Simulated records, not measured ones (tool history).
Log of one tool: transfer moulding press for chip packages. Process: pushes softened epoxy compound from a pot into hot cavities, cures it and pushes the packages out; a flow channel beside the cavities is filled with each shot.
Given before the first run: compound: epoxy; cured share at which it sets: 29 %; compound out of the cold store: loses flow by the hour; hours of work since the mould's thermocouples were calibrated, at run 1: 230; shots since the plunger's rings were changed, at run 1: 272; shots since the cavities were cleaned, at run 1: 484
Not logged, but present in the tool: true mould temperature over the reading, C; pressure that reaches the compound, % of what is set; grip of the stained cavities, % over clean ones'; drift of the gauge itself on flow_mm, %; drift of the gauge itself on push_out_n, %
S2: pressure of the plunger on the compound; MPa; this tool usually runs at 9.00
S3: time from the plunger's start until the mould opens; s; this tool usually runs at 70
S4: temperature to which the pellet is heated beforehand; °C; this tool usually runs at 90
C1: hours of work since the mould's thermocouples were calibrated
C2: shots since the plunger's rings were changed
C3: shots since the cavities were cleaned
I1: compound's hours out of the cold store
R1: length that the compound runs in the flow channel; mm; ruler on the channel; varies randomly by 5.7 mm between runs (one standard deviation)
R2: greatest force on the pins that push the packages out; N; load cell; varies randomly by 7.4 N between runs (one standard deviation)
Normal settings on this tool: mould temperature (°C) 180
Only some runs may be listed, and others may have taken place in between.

run 1 hour=0.0 | mould_temperature_(°C)=180 S2=9.00 S3=70 S4=90 | C1=230 C2=272 C3=484 | I1=18.9 | R1=703 R2=534
run 2 hour=13.0 | mould_temperature_(°C)=180 S2=9.00 S3=70 S4=90 | C1=238 C2=482 C3=694 | I1=33.7 | R1=673 R2=559
run 3 hour=20.8 | mould_temperature_(°C)=180 S2=9.00 S3=70 S4=90 | C1=243 C2=607 C3=819 | I1=20.5 | R1=686 R2=595
run 4 hour=31.5 | mould_temperature_(°C)=180 S2=9.00 S3=70 S4=90 | C1=250 C2=781 C3=993 | I1=44.8 | R1=643 R2=599
-- hour=38.5 cavities cleaned with cleaning compound and waxed
run 5 hour=46.7 | mould_temperature_(°C)=180 S2=9.00 S3=70 S4=90 | C1=258 C2=1002 C3=133 | I1=21.6 | R1=691 R2=399
run 6 hour=57.0 | mould_temperature_(°C)=180 S2=9.00 S3=70 S4=90 | C1=265 C2=1169 C3=300 | I1=32.5 | R1=669 R2=462
run 7 hour=66.7 | mould_temperature_(°C)=180 S2=9.00 S3=70 S4=92 | C1=271 C2=1325 C3=456 | I1=17.2 | R1=688 R2=513
run 8 hour=74.7 | mould_temperature_(°C)=182 S2=9.00 S3=70 S4=90 | C1=276 C2=1454 C3=585 | I1=43.1 | R1=638 R2=508
-- hour=77.5 mould's thermocouples calibrated
run 9 hour=84.0 | mould_temperature_(°C)=180 S2=9.00 S3=70 S4=90 | C1=4 C2=1571 C3=702 | I1=46.4 | R1=638 R2=595
run 10 hour=98.2 | mould_temperature_(°C)=183 S2=9.00 S3=70 S4=90 | C1=13 C2=1801 C3=932 | I1=37.9 | R1=634 R2=531
run 11 hour=106.7 | mould_temperature_(°C)=183 S2=9.00 S3=70 S4=90 | C1=18 C2=1938 C3=1069 | I1=25.9 | R1=659 R2=574
-- hour=108.8 cavities cleaned with cleaning compound and waxed
run 12 hour=115.1 | mould_temperature_(°C)=183 S2=9.00 S3=70 S4=90 | C1=22 C2=2050 C3=101 | I1=13.4 | R1=691 R2=341
-- hour=126.0 mould's thermocouples calibrated, once more
run 13 hour=126.0 | mould_temperature_(°C)=183 S2=9.00 S3=70 S4=90 | C1=0 C2=2193 C3=244 | I1=31.8 | R1=651 R2=383
run 14 hour=134.4 | mould_temperature_(°C)=184 S2=9.00 S3=70 S4=84 | C1=5 C2=2329 C3=380 | I1=47.8 | R1=617 R2=429
run 15 hour=146.3 | mould_temperature_(°C)=184 S2=7.08 S3=76 S4=97 | C1=13 C2=2522 C3=573 | I1=11.9 | R1=592 R2=456
run 16 hour=160.3 | mould_temperature_(°C)=184 S2=7.08 S3=68 S4=97 | C1=21 C2=2748 C3=799 | I1=16.0 | R1=594 R2=512

Run 17 comes next. What will it give?
-- hour=165.3 plunger's sealing rings changed
run 17 hour=177.2 | mould_temperature_(°C)=184 S2=7.08 S3=68 S4=97 | C1=30 C2=193 C3=1031 | I1=27.8 | R1=? R2=?

For run 17 the tool returned R1 615 mm, R2 554 N.
Had the tool carried no hidden state, the very same run would have given R1 617 mm, R2 284 N.
